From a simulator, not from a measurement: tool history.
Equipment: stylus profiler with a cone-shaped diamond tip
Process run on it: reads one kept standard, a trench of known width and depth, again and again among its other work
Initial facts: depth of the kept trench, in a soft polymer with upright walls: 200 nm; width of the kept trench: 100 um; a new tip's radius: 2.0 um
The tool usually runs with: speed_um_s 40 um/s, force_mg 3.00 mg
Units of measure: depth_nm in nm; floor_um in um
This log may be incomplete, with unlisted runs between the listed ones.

run,hour,speed_um_s,force_mg,depth_nm,floor_um
1,0.0,40,3.00,202.85,98.15
2,29.5,40,3.00,202.85,98.21
3,50.9,40,3.00,202.78,98.18
4,96.1,40,3.00,202.89,98.18
5,115.5,40,3.00,202.90,98.19
6,152.9,40,2.51,202.61,98.15
7,174.1,89,1.89,202.09,98.04
8,201.2,42,2.01,202.27,98.16
9,225.1,12,5.73,204.50,98.24
10,249.0,12,2.11,202.32,98.22
# hour 255.0: new tip fitted, height scale calibrated
11,272.8,63,1.46,201.75,98.12
12,310.8,88,1.17,201.58,97.97

Branching from run 12: 3 alternative next runs. What would each branch give?
A,354.2,76,6.48,?,?
B,354.2,160,2.07,?,?
C,354.2,11,1.17,?,?

run,depth_nm,floor_um
A,204.85,98.16
B,202.28,97.93
C,201.58,98.23
With no hidden state in the tool, these same runs would have given:
run,depth_nm,floor_um
A,204.85,98.16
B,202.28,97.93
C,201.58,98.23
